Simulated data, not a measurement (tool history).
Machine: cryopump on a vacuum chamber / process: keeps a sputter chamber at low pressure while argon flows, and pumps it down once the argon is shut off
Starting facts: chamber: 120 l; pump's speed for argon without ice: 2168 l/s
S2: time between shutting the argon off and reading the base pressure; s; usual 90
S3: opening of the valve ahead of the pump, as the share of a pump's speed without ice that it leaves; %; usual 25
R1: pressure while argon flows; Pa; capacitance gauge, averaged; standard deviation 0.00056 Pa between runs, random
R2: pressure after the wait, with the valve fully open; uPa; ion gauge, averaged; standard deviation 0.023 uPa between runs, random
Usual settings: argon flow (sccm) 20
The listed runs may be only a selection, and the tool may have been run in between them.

Run 1, day 0: usual settings. Result: R1 0.0654 Pa, R2 1.66 uPa.
Run 2, day 0.667: usual settings. Result: R1 0.067 Pa, R2 1.69 uPa.
Run 3, day 1.258: usual settings but S3 28 %. Result: R1 0.0585 Pa, R2 1.69 uPa.
Run 4, day 1.975: usual settings but S3 28 %. Result: R1 0.058 Pa, R2 1.72 uPa.
Run 5, day 2.979: usual settings but S2 78 s, S3 28 %. Result: R1 0.059 Pa, R2 1.78 uPa.
Run 6, day 3.646: usual settings but S2 78 s, S3 28 %. Result: R1 0.0594 Pa, R2 1.82 uPa.
Run 7, day 4.746: usual settings. Result: R1 0.0673 Pa, R2 1.7 uPa.
Run 8, day 5.742: usual settings. Result: R1 0.0664 Pa, R2 1.71 uPa.
Run 9, day 6.279: usual settings. Result: R1 0.0661 Pa, R2 1.82 uPa.
Run 10, day 6.862: usual settings but argon flow (sccm) 24. Result: R1 0.0789 Pa, R2 1.78 uPa.
Run 11, day 7.662: usual settings but S2 66 s. Result: R1 0.0662 Pa, R2 2.02 uPa.
Run 12, day 8.121: usual settings but argon flow (sccm) 14. Result: R1 0.0453 Pa, R2 1.86 uPa.
Run 13, day 9.062: usual settings but S3 17 %. Result: R1 0.0958 Pa, R2 1.84 uPa.
Run 14, day 10.092: usual settings but S3 17 %. Result: R1 0.0964 Pa, R2 1.87 uPa.
Run 15, day 10.958: usual settings. Result: R1 0.0665 Pa, R2 1.86 uPa.
Run 16, day 12.071: usual settings. Result: R1 0.0672 Pa, R2 1.85 uPa.
Run 17, day 12.608: usual settings. Result: R1 0.0665 Pa, R2 1.87 uPa.
Run 18, day 13.662: usual settings. Result: R1 0.0671 Pa, R2 1.87 uPa.
Run 19, day 14.496: usual settings but argon flow (sccm) 8, S2 69 s, S3 47 %. Result: R1 0.0149 Pa, R2 2.1 uPa.
Run 20, day 15.496: usual settings but argon flow (sccm) 8, S2 69 s, S3 47 %. Result: R1 0.0145 Pa, R2 2.11 uPa.
Run 21, day 16.05: usual settings but argon flow (sccm) 29, S3 22 %. Result: R1 0.1103 Pa, R2 2.02 uPa.
At day 17.079: leaking fittings of the chamber tightened, without venting.
Run 22, day 17.112: usual settings but argon flow (sccm) 16, S2 157 s. Result: R1 0.0542 Pa, R2 0.58 uPa.
Run 23, day 17.821: usual settings but argon flow (sccm) 16, S2 265 s, S3 18 %. Result: R1 0.0737 Pa, R2 0.42 uPa.
Run 24, day 18.779: usual settings but argon flow (sccm) 8, S2 197 s. Result: R1 0.0272 Pa, R2 0.46 uPa.
Run 25, day 19.7: usual settings but argon flow (sccm) 13, S2 97 s. Result: R1 0.0455 Pa, R2 0.77 uPa.
Run 26, day 20.383: usual settings but argon flow (sccm) 33, S2 97 s, S3 20 %. Result: R1 0.1376 Pa, R2 0.78 uPa.
Run 27, day 21.042: usual settings but argon flow (sccm) 33, S2 97 s, S3 20 %. Result: R1 0.1385 Pa, R2 0.85 uPa.
Run 28, day 22.133: usual settings but argon flow (sccm) 33, S2 97 s, S3 20 %. Result: R1 0.1388 Pa, R2 0.84 uPa.
Run 29, day 22.808: usual settings but argon flow (sccm) 33, S2 97 s, S3 20 %. Result: R1 0.1392 Pa, R2 0.86 uPa.
Run 30, day 23.258: usual settings but argon flow (sccm) 16, S2 97 s, S3 20 %. Result: R1 0.0673 Pa, R2 0.81 uPa.
Run 31, day 24.104: usual settings but argon flow (sccm) 16, S2 97 s, S3 20 %. Result: R1 0.0676 Pa, R2 0.81 uPa.
Run 32, day 24.8: usual settings but argon flow (sccm) 27, S2 97 s, S3 48 %. Result: R1 0.052 Pa, R2 0.87 uPa.
Run 33, day 25.575: usual settings but argon flow (sccm) 27, S2 26 s, S3 48 %. Result: R1 0.0535 Pa, R2 2.4 uPa.
Run 34, day 26.138: usual settings but argon flow (sccm) 27, S2 26 s, S3 48 %. Result: R1 0.053 Pa, R2 2.45 uPa.
Run 35, day 26.767: usual settings but argon flow (sccm) 11, S2 30 s, S3 48 %. Result: R1 0.0208 Pa, R2 2.13 uPa.

Consider 3 possible next runs. They are alternatives, not a sequence: every one starts from the tool as it was left by run 35. What does each give?
Run A, day 27.7: usual settings but argon flow (sccm) 11, S2 38 s, S3 22 %. Result: R1 ?, R2 ?.
Run B, day 27.7: usual settings but argon flow (sccm) 14, S2 30 s, S3 29 %. Result: R1 ?, R2 ?.
Run C, day 27.7: usual settings but S2 163 s. Result: R1 ?, R2 ?.

run      R1    R2
  A  0.0422  1.79
  B  0.0421  2.18
  C  0.0694  0.66
With the hidden condition removed and each run's random variation left untouched, the same runs would have given:
run      R1    R2
  A  0.0383  1.58
  B  0.0372  1.97
  C  0.0623  0.45
